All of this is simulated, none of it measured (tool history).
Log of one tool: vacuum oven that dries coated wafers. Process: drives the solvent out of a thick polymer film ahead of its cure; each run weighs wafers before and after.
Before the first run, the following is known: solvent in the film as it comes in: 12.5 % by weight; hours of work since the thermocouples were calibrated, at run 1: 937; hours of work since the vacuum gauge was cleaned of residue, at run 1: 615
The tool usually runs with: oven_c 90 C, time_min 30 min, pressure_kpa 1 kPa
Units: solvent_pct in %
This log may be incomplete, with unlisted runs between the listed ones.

| run | day | oven_c | time_min | pressure_kpa | hours of work since the thermocouples were calibrated | hours of work since the vacuum gauge was cleaned of residue | solvent_pct |
|---|---|---|---|---|---|---|---|
| 1 | 0 | 90 | 30 | 1 | 937 | 615 | 1.43 |
| 2 | 1.846 | 90 | 30 | 1 | 961 | 638 | 1.34 |
| 3 | 6.092 | 90 | 30 | 1 | 1015 | 693 | 1.4 |
| 4 | 10.483 | 90 | 30 | 1 | 1071 | 749 | 1.36 |
| 5 | 12.879 | 90 | 30 | 1 | 1101 | 779 | 1.46 |
| 6 | 15.833 | 90 | 30 | 2.07 | 1139 | 817 | 2.08 |
| 7 | 18.375 | 90 | 30 | 1.51 | 1171 | 849 | 1.79 |
| 8 | 21.2 | 90 | 30 | 1.51 | 1207 | 885 | 1.81 |
| 9 | 23.812 | 90 | 30 | 1.51 | 1241 | 918 | 1.77 |
| 10 | 26.525 | 90 | 30 | 1.12 | 1275 | 953 | 1.54 |
| 11 | 28.854 | 90 | 30 | 1.12 | 1305 | 983 | 1.53 |
| 12 | 32.646 | 90 | 30 | 1.12 | 1353 | 1031 | 1.53 |
| 13 | 35.462 | 90 | 26 | 1.12 | 1389 | 1067 | 1.69 |
| 14 | 39.212 | 102 | 30 | 1 | 1437 | 1115 | 0.69 |
| 15 | 41.217 | 102 | 30 | 1 | 1462 | 1140 | 0.61 |
| 16 | 44.183 | 102 | 30 | 1 | 1500 | 1178 | 0.68 |
|  | 47.875 | oven's thermocouples calibrated |
| 17 | 48.596 | 96 | 30 | 1 | 9 | 1233 | 1.01 |
| 18 | 51.033 | 90 | 26 | 1 | 40 | 1264 | 1.84 |
| 19 | 53.488 | 90 | 26 | 1 | 72 | 1296 | 1.92 |
| 20 | 57.558 | 90 | 26 | 1 | 123 | 1347 | 1.88 |
| 21 | 60.408 | 90 | 30 | 1 | 160 | 1384 | 1.58 |
| 22 | 63.112 | 99 | 30 | 1 | 194 | 1418 | 0.85 |
| 23 | 67.125 | 99 | 30 | 1 | 245 | 1469 | 0.84 |
| 24 | 70.138 | 105 | 23 | 1.83 | 284 | 1508 | 0.99 |
| 25 | 72.696 | 105 | 23 | 1.83 | 316 | 1540 | 0.93 |
| 26 | 75.471 | 90 | 30 | 2.25 | 352 | 1576 | 2.57 |
| 27 | 79.604 | 103 | 30 | 1 | 404 | 1628 | 0.72 |
|  | 83.579 | vacuum gauge cleaned of residue and calibrated |
| 28 | 84.112 | 84 | 41 | 0.64 | 461 | 7 | 1.34 |
| 29 | 86.433 | 103 | 24 | 1.01 | 491 | 36 | 0.44 |
| 30 | 88.875 | 89 | 18 | 2.51 | 522 | 67 | 3.55 |
| 31 | 93.421 | 89 | 18 | 2.51 | 580 | 125 | 3.62 |
| 32 | 97.375 | 89 | 29 | 1 | 630 | 176 | 1.44 |
| 33 | 101.192 | 84 | 37 | 1.84 | 679 | 224 | 2.56 |
| 34 | 105.742 | 99 | 23 | 0.78 | 737 | 282 | 0.54 |
| 35 | 109.625 | 82 | 30 | 1.59 | 786 | 332 | 3.27 |
| 36 | 112.133 | 89 | 30 | 1.59 | 818 | 364 | 1.88 |
| 37 | 115.425 | 90 | 35 | 1.47 | 860 | 406 | 1.34 |
| 38 | 117.492 | 90 | 35 | 1.47 | 886 | 432 | 1.45 |
| 39 | 121.033 | 99 | 30 | 0.55 | 932 | 477 | 0.38 |
| 40 | 124.971 | 90 | 34 | 1 | 982 | 527 | 1.13 |
| 41 | 129.1 | 90 | 34 | 1 | 1034 | 580 | 1.15 |
| 42 | 133.596 | 100 | 19 | 1 | 1092 | 637 | 0.78 |
| 43 | 137.233 | 90 | 18 | 0.79 | 1138 | 684 | 2.29 |
| 44 | 141.333 | 90 | 18 | 0.79 | 1190 | 736 | 2.25 |
| 45 | 143.567 | 80 | 30 | 0.88 | 1219 | 764 | 3.33 |
| 46 | 146.146 | 90 | 40 | 1 | 1252 | 797 | 1.11 |

For each run, the measured value with the value that run would have given without the tool's hidden condition subtracted. The run-to-run variation is shared by both, the gauge scatter possibly not:
The tool's hidden condition here consists of: true wafer temperature over the reading, C; true pressure over the reading, kPa; drift of the gauge itself on solvent_pct, %.
| run | solvent_pct |
|---|---|
| 1 | +0.13 |
| 2 | +0.13 |
| 3 | +0.14 |
| 4 | +0.15 |
| 5 | +0.15 |
| 6 | +0.15 |
| 7 | +0.16 |
| 8 | +0.17 |
| 9 | +0.17 |
| 10 | +0.18 |
| 11 | +0.19 |
| 12 | +0.2 |
| 13 | +0.17 |
| 14 | +0.2 |
| 15 | +0.2 |
| 16 | +0.21 |
| 17 | +0.29 |
| 18 | +0.35 |
| 19 | +0.36 |
| 20 | +0.36 |
| 21 | +0.38 |
| 22 | +0.3 |
| 23 | +0.31 |
| 24 | +0.26 |
| 25 | +0.26 |
| 26 | +0.41 |
| 27 | +0.31 |
| 28 | -0.06 |
| 29 | +0 |
| 30 | -0.09 |
| 31 | -0.09 |
| 32 | -0.03 |
| 33 | -0.03 |
| 34 | +0.03 |
| 35 | -0.05 |
| 36 | +0 |
| 37 | +0.05 |
| 38 | +0.05 |
| 39 | +0.08 |
| 40 | +0.06 |
| 41 | +0.09 |
| 42 | +0.06 |
| 43 | -0.04 |
| 44 | -0.04 |
| 45 | -0.01 |
| 46 | +0.16 |

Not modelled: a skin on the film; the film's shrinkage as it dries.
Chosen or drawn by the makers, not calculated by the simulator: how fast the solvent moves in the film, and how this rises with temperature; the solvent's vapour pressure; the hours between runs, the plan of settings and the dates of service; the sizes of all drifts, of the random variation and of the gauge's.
